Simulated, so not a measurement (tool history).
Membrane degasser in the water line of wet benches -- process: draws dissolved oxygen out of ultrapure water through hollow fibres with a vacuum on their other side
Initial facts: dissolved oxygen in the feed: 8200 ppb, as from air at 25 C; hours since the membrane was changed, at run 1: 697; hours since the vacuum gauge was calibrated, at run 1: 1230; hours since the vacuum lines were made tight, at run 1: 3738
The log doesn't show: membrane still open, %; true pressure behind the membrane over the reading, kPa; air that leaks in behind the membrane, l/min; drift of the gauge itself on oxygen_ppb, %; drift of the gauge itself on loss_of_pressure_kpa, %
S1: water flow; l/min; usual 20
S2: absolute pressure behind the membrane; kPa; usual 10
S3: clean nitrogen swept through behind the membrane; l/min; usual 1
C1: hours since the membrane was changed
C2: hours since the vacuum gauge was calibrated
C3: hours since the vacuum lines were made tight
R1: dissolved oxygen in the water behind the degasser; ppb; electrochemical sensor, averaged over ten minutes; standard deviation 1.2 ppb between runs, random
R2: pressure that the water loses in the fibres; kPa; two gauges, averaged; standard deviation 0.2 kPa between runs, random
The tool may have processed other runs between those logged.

run    hour  S1    S2    S3    C1    C2    C3      R1     R2
  1       0  20    10     1   697  1230  3738   301.5  41.64
  2   171.1  20    10     1   868  1401  3909   302.1  41.63
  3   471.6  20    10     1  1168  1701  4210   301.5  41.65
  4   645.5  20    10     1  1342  1875  4384   301.5  41.74
  5   970.3  20    10     1  1667  2200  4708   302.2  41.81
  6  1212.7  20    10     1  1909  2443  4951   301.6  42.06
  7  1349.8  20    10     1  2046  2580  5088   301.2  41.72
  8  1511.3  20    10     1  2208  2741  5249   302.3  41.97
  9  1703.6  20  24.8     1  2400  2933  5442   880.2   41.6
     1732.3  -- seals of the vacuum lines changed
 10  1984.6  20    10     1  2679  3212   252   303.1  41.75
 11  2238.4  26    10     1  2933  3466   506   395.2  54.29
 12  2454.3  31   7.7     2  3149  3682   722   223.6  64.64
 13  2769.9  19  15.5  1.71  3464  3998  1038   314.6  39.75
 14  2955.7  20  16.2  0.63  3650  4184  1223   798.7  41.72
 15  3275.9  22   7.7  0.49  3970  4504  1544   394.6  45.92
 16    3519  29  15.7  0.49  4213  4747  1787  1237.8  60.16
 17  3706.3  29  13.7  0.78  4401  4934  1974   776.7   60.3
 18  3867.3  20    10  0.91  4562  5095  2135   327.5   41.9
 19    4148  20    10  0.91  4843  5376  2416   326.5  41.47

Here are 5 independent what-if runs from the current tool condition. What would each one return?
  A  4283.2  20    10  0.91  4978  5511  2551   ?   ?
  B  4283.2  20    15     1  4978  5511  2551   ?   ?
  C  4283.2  12   9.9  0.63  4978  5511  2551   ?   ?
  D  4283.2  20  12.4  0.91  4978  5511  2551   ?   ?
  E  4283.2  21  22.4  0.76  4978  5511  2551   ?   ?

run      R1     R2
  A   326.5   42.2
  B     505  41.55
  C   277.6   25.1
  D   433.1  41.55
  E  1018.1  43.64
With no hidden state in the tool, these same runs would have given:
run     R1     R2
  A  326.5  42.18
  B  504.9  41.53
  C  277.6  25.08
  D    433  41.53
  E   1018  43.61
